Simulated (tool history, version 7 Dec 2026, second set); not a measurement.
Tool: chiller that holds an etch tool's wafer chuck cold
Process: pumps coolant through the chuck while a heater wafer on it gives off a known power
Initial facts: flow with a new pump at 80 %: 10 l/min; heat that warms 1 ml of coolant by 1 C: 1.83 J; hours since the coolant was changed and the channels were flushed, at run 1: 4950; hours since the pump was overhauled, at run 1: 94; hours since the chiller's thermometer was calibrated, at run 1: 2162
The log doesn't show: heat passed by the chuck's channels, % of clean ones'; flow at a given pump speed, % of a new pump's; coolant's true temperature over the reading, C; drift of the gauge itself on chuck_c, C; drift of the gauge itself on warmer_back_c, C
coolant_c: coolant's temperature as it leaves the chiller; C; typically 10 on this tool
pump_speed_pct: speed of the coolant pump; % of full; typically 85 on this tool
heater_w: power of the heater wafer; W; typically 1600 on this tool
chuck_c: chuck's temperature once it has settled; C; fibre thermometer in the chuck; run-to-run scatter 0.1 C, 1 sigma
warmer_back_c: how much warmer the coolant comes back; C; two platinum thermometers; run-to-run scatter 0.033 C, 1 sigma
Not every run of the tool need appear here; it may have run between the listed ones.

run,hour,coolant_c,pump_speed_pct,heater_w,hours since the coolant was changed and the channels were flushed,hours since the pump was overhauled,hours since the chiller's thermometer was calibrated,chuck_c,warmer_back_c
1,0.0,10,85,1600,4950,94,2162,21.2,4.90
2,19.3,10,85,1600,4970,113,2182,21.3,4.86
3,52.6,10,85,1600,5003,146,2215,21.2,4.82
4,77.9,10,85,1600,5028,172,2240,21.3,4.88
5,106.0,10,85,1600,5056,200,2268,21.1,4.88
6,120.0,10,85,1600,5070,214,2282,21.1,4.88
7,143.4,10,85,1600,5094,237,2306,21.0,4.92
8,162.4,10,85,1600,5113,256,2325,21.4,4.89
9,186.3,10,85,1600,5137,280,2349,21.3,4.91
10,206.9,10,85,1600,5157,301,2369,21.3,4.95
11,231.2,10,82,1600,5181,325,2393,21.7,5.08
12,252.0,10,65,1099,5202,346,2414,19.5,4.49
13,266.4,14,92,1483,5217,360,2429,23.7,4.21
14,296.5,10,60,1475,5247,390,2459,23.9,6.52
15,316.2,9,82,2092,5266,410,2479,24.3,6.60
16,342.9,18,71,1037,5293,437,2505,26.4,3.87
17,359.1,18,71,1037,5309,453,2521,26.3,3.86
18,377.3,18,71,1037,5327,471,2540,26.2,3.92
19,409.7,19,74,1300,5360,504,2572,29.2,4.63

Predict the results of run 20:
20,433.7,19,74,1300,5384,528,2596,?,?

{"run 20": {"chuck_c": 29.0, "warmer_back_c": 4.64}}
Take away the tool's hidden state, keep the run-to-run variation as it was, and the same run would have given chuck_c 28.3 C, warmer_back_c 4.64 C.
